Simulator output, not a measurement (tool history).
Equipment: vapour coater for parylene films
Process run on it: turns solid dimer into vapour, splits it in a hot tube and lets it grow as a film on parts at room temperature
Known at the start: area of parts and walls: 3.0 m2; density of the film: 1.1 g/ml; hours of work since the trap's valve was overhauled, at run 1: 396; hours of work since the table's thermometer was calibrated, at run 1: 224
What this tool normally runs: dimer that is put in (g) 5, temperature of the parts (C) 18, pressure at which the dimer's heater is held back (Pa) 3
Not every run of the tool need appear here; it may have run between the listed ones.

| run | day | dimer that is put in (g) | temperature of the parts (C) | pressure at which the dimer's heater is held back (Pa) | hours of work since the trap's valve was overhauled | hours of work since the table's thermometer was calibrated | thickness of the film (nm) |
|---|---|---|---|---|---|---|---|
| 1 | 0 | 5 | 18 | 3 | 396 | 224 | 945 |
| 2 | 1.158 | 5 | 18 | 5.99 | 417 | 246 | 822 |
| 3 | 2.508 | 5 | 18 | 5.99 | 443 | 271 | 813 |
| 4 | 3.604 | 5 | 18 | 5.99 | 464 | 292 | 813 |
|  | 4.596 | trap's valve overhauled |
| 5 | 5.238 | 5 | 18 | 5.99 | 12 | 320 | 769 |
| 6 | 7.417 | 5 | 18 | 3 | 53 | 361 | 877 |
| 7 | 8.975 | 5 | 21 | 3 | 83 | 390 | 800 |
|  | 9.258 | trap's valve overhauled, once more |
| 8 | 10.867 | 5 | 18 | 3 | 30 | 423 | 1026 |
| 9 | 12.333 | 5 | 18 | 3 | 58 | 451 | 1010 |
| 10 | 13.733 | 5 | 18 | 3 | 85 | 477 | 1012 |
| 11 | 15.975 | 5 | 18 | 3 | 127 | 520 | 987 |
| 12 | 17.533 | 5 | 18 | 3 | 157 | 549 | 996 |
| 13 | 18.854 | 5 | 18 | 3 | 182 | 574 | 996 |
| 14 | 19.896 | 5 | 18 | 3 | 202 | 594 | 983 |
| 15 | 20.954 | 5 | 18 | 3 | 222 | 614 | 996 |
| 16 | 22.029 | 5 | 18 | 3 | 242 | 635 | 963 |
| 17 | 23.233 | 5 | 18 | 3 | 265 | 657 | 962 |
| 18 | 25.412 | 5 | 18 | 3 | 306 | 699 | 968 |
| 19 | 27.454 | 5 | 18 | 3 | 345 | 737 | 962 |
| 20 | 29.429 | 5 | 18 | 3 | 382 | 775 | 962 |
| 21 | 30.808 | 5 | 18 | 5.13 | 408 | 801 | 848 |
| 22 | 31.804 | 5 | 18 | 3 | 427 | 820 | 924 |
| 23 | 32.992 | 5 | 14 | 7.52 | 450 | 842 | 859 |
| 24 | 33.983 | 5 | 14 | 7.52 | 468 | 861 | 866 |
|  | 34.838 | trap's valve overhauled |
| 25 | 35.667 | 8 | 18 | 3.58 | 16 | 890 | 1562 |
| 26 | 36.867 | 8 | 12 | 3.58 | 38 | 913 | 1871 |
| 27 | 38.612 | 5 | 13 | 3.58 | 71 | 946 | 1139 |
| 28 | 39.633 | 3 | 11 | 3.18 | 91 | 965 | 721 |
| 29 | 41.675 | 5 | 13 | 3 | 129 | 1004 | 1152 |
| 30 | 42.838 | 5 | 18 | 2.02 | 151 | 1026 | 1080 |
| 31 | 43.871 | 5 | 18 | 2.02 | 171 | 1045 | 1076 |
| 32 | 45.967 | 6 | 23 | 2.3 | 211 | 1085 | 1059 |
| 33 | 47.154 | 2 | 23 | 4.02 | 233 | 1107 | 320 |
| 34 | 48.738 | 2 | 14 | 11.32 | 263 | 1137 | 323 |
| 35 | 50.171 | 2 | 14 | 11.32 | 290 | 1164 | 326 |
| 36 | 52.254 | 3 | 10 | 9.01 | 330 | 1204 | 567 |
| 37 | 53.358 | 2 | 28 | 7.7 | 351 | 1225 | 224 |
| 38 | 55.312 | 2 | 28 | 7.7 | 388 | 1262 | 232 |
| 39 | 56.229 | 5 | 20 | 3.15 | 405 | 1279 | 876 |
| 40 | 57.162 | 5 | 20 | 3.15 | 423 | 1297 | 898 |
| 41 | 58.475 | 4 | 18 | 3 | 448 | 1322 | 741 |
|  | 60.396 | trap's valve overhauled |
| 42 | 60.396 | 4 | 18 | 3 | 0 | 1355 | 794 |
| 43 | 62.217 | 2 | 28 | 3 | 35 | 1390 | 316 |

4 options for the next run, each taken on its own from the tool as it stands now. Forecast them:
| A | 63.717 | 5 | 28 | 3 | 63 | 1418 | ? |
| B | 63.717 | 5 | 11 | 2.38 | 63 | 1418 | ? |
| C | 63.717 | 5 | 18 | 5.6 | 63 | 1418 | ? |
| D | 63.717 | 2 | 18 | 6.24 | 63 | 1418 | ? |

| run | thickness of the film (nm) |
|---|---|
| A | 730 |
| B | 1288 |
| C | 876 |
| D | 335 |
Stripped of hidden state, with their random variation kept, the same runs would have yielded:
| run | thickness of the film (nm) |
|---|---|
| A | 756 |
| B | 1333 |
| C | 907 |
| D | 347 |

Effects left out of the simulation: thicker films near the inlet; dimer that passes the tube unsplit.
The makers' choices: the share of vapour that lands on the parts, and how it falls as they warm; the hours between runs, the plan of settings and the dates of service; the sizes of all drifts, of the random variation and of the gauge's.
